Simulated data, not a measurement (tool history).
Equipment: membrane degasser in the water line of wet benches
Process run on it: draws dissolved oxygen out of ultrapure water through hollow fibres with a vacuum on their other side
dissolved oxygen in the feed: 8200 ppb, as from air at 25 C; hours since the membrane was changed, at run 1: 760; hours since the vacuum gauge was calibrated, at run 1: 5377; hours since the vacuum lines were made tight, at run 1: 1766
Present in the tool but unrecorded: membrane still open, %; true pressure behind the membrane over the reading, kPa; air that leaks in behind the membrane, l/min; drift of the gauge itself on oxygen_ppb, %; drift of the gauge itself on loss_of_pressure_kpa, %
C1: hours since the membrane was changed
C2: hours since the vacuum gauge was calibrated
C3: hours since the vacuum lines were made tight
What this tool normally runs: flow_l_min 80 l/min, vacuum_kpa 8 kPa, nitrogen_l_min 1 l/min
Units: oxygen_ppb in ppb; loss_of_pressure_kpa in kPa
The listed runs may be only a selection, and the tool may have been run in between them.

run 1 hour=0 | flow_l_min=80 vacuum_kpa=8 nitrogen_l_min=1 | C1=760 C2=5377 C3=1766 | oxygen_ppb=726.6 loss_of_pressure_kpa=26.57
run 2 hour=102.3 | flow_l_min=80 vacuum_kpa=8 nitrogen_l_min=1.97 | C1=862 C2=5479 C3=1869 | oxygen_ppb=505.1 loss_of_pressure_kpa=26.95
run 3 hour=184.5 | flow_l_min=80 vacuum_kpa=8 nitrogen_l_min=1 | C1=944 C2=5561 C3=1951 | oxygen_ppb=734 loss_of_pressure_kpa=26.91
run 4 hour=330.4 | flow_l_min=80 vacuum_kpa=8 nitrogen_l_min=1 | C1=1090 C2=5707 C3=2097 | oxygen_ppb=740.2 loss_of_pressure_kpa=26.71
run 5 hour=506 | flow_l_min=80 vacuum_kpa=8 nitrogen_l_min=1 | C1=1266 C2=5883 C3=2272 | oxygen_ppb=731.9 loss_of_pressure_kpa=26.69
run 6 hour=634.2 | flow_l_min=80 vacuum_kpa=8 nitrogen_l_min=1 | C1=1394 C2=6011 C3=2401 | oxygen_ppb=730.3 loss_of_pressure_kpa=26.88
run 7 hour=771.5 | flow_l_min=80 vacuum_kpa=8 nitrogen_l_min=1 | C1=1532 C2=6148 C3=2538 | oxygen_ppb=735 loss_of_pressure_kpa=26.86
run 8 hour=884.2 | flow_l_min=80 vacuum_kpa=8 nitrogen_l_min=1 | C1=1644 C2=6261 C3=2651 | oxygen_ppb=736.8 loss_of_pressure_kpa=26.63
run 9 hour=1069.2 | flow_l_min=80 vacuum_kpa=8 nitrogen_l_min=1 | C1=1829 C2=6446 C3=2836 | oxygen_ppb=728 loss_of_pressure_kpa=26.97
run 10 hour=1224.6 | flow_l_min=80 vacuum_kpa=8 nitrogen_l_min=1 | C1=1985 C2=6602 C3=2991 | oxygen_ppb=728.8 loss_of_pressure_kpa=26.66
run 11 hour=1370.2 | flow_l_min=80 vacuum_kpa=11.25 nitrogen_l_min=1 | C1=2130 C2=6747 C3=3137 | oxygen_ppb=1107.6 loss_of_pressure_kpa=26.66
run 12 hour=1501.6 | flow_l_min=80 vacuum_kpa=11.25 nitrogen_l_min=1 | C1=2262 C2=6878 C3=3268 | oxygen_ppb=1092 loss_of_pressure_kpa=27.12
run 13 hour=1656.9 | flow_l_min=80 vacuum_kpa=11.25 nitrogen_l_min=1 | C1=2417 C2=7034 C3=3423 | oxygen_ppb=1092.5 loss_of_pressure_kpa=26.56
run 14 hour=1782.8 | flow_l_min=80 vacuum_kpa=8 nitrogen_l_min=1.4 | C1=2543 C2=7160 C3=3549 | oxygen_ppb=612.4 loss_of_pressure_kpa=26.37
run 15 hour=1937.4 | flow_l_min=80 vacuum_kpa=8 nitrogen_l_min=1.4 | C1=2697 C2=7314 C3=3704 | oxygen_ppb=603.8 loss_of_pressure_kpa=26.95
run 16 hour=2016 | flow_l_min=58 vacuum_kpa=8 nitrogen_l_min=1.4 | C1=2776 C2=7393 C3=3782 | oxygen_ppb=455.8 loss_of_pressure_kpa=19.76
run 17 hour=2122.6 | flow_l_min=51 vacuum_kpa=8 nitrogen_l_min=1 | C1=2883 C2=7499 C3=3889 | oxygen_ppb=502.4 loss_of_pressure_kpa=17.25
run 18 hour=2302.3 | flow_l_min=81 vacuum_kpa=15.1 nitrogen_l_min=0.47 | C1=3062 C2=7679 C3=4069 | oxygen_ppb=2178.8 loss_of_pressure_kpa=26.69
run 19 hour=2400.1 | flow_l_min=123 vacuum_kpa=15.12 nitrogen_l_min=1 | C1=3160 C2=7777 C3=4167 | oxygen_ppb=1969.3 loss_of_pressure_kpa=40.98
run 20 hour=2573.7 | flow_l_min=93 vacuum_kpa=11.37 nitrogen_l_min=1.22 | C1=3334 C2=7951 C3=4340 | oxygen_ppb=1112.6 loss_of_pressure_kpa=31.26
run 21 hour=2753.7 | flow_l_min=108 vacuum_kpa=8.69 nitrogen_l_min=0.55 | C1=3514 C2=8131 C3=4520 | oxygen_ppb=1299.7 loss_of_pressure_kpa=35.74
run 22 hour=2865.7 | flow_l_min=55 vacuum_kpa=5.98 nitrogen_l_min=2.4 | C1=3626 C2=8243 C3=4632 | oxygen_ppb=212.5 loss_of_pressure_kpa=18.53
run 23 hour=3031.3 | flow_l_min=99 vacuum_kpa=8 nitrogen_l_min=0.95 | C1=3791 C2=8408 C3=4798 | oxygen_ppb=883.6 loss_of_pressure_kpa=33.24
-- hour=3078.4 vacuum gauge calibrated
run 24 hour=3124.1 | flow_l_min=99 vacuum_kpa=8 nitrogen_l_min=0.95 | C1=3884 C2=46 C3=4890 | oxygen_ppb=880 loss_of_pressure_kpa=33.27
run 25 hour=3200.6 | flow_l_min=80 vacuum_kpa=8 nitrogen_l_min=0.56 | C1=3960 C2=122 C3=4967 | oxygen_ppb=972.4 loss_of_pressure_kpa=26.75
run 26 hour=3297.6 | flow_l_min=90 vacuum_kpa=9.18 nitrogen_l_min=2.47 | C1=4057 C2=219 C3=5064 | oxygen_ppb=578.9 loss_of_pressure_kpa=30.15
run 27 hour=3462.4 | flow_l_min=66 vacuum_kpa=6.25 nitrogen_l_min=2.61 | C1=4222 C2=384 C3=5228 | oxygen_ppb=263.3 loss_of_pressure_kpa=22.4
run 28 hour=3559.1 | flow_l_min=99 vacuum_kpa=8 nitrogen_l_min=2.69 | C1=4319 C2=481 C3=5325 | oxygen_ppb=527.8 loss_of_pressure_kpa=32.99
run 29 hour=3725.5 | flow_l_min=106 vacuum_kpa=9.27 nitrogen_l_min=0.89 | C1=4485 C2=647 C3=5491 | oxygen_ppb=1143.6 loss_of_pressure_kpa=36.05
run 30 hour=3855.7 | flow_l_min=80 vacuum_kpa=8.9 nitrogen_l_min=1 | C1=4615 C2=777 C3=5622 | oxygen_ppb=846.5 loss_of_pressure_kpa=26.74
run 31 hour=3941.7 | flow_l_min=64 vacuum_kpa=10.79 nitrogen_l_min=0.8 | C1=4701 C2=863 C3=5708 | oxygen_ppb=1004.4 loss_of_pressure_kpa=21.46
run 32 hour=4097.3 | flow_l_min=64 vacuum_kpa=10.79 nitrogen_l_min=0.8 | C1=4857 C2=1019 C3=5863 | oxygen_ppb=1009.4 loss_of_pressure_kpa=21.52

Alternative continuations, all from the tool just after run 32; predict every row:
run A hour=4175.1 | flow_l_min=102 vacuum_kpa=10.79 nitrogen_l_min=0.92 | C1=4935 C2=1097 C3=5941 | oxygen_ppb=? loss_of_pressure_kpa=?
run B hour=4175.1 | flow_l_min=80 vacuum_kpa=7.9 nitrogen_l_min=0.98 | C1=4935 C2=1097 C3=5941 | oxygen_ppb=? loss_of_pressure_kpa=?
run C hour=4175.1 | flow_l_min=80 vacuum_kpa=8 nitrogen_l_min=2.97 | C1=4935 C2=1097 C3=5941 | oxygen_ppb=? loss_of_pressure_kpa=?
run D hour=4175.1 | flow_l_min=95 vacuum_kpa=7.14 nitrogen_l_min=0.72 | C1=4935 C2=1097 C3=5941 | oxygen_ppb=? loss_of_pressure_kpa=?

run=A oxygen_ppb=1302.7 loss_of_pressure_kpa=34.27
run=B oxygen_ppb=727.1 loss_of_pressure_kpa=27
run=C oxygen_ppb=402.2 loss_of_pressure_kpa=26.68
run=D oxygen_ppb=835.2 loss_of_pressure_kpa=31.99
Take away the tool's hidden state, keep each run's random variation, and the runs would have read:
run=A oxygen_ppb=1302.3 loss_of_pressure_kpa=34.25
run=B oxygen_ppb=726.7 loss_of_pressure_kpa=26.99
run=C oxygen_ppb=401.9 loss_of_pressure_kpa=26.67
run=D oxygen_ppb=834.8 loss_of_pressure_kpa=31.97
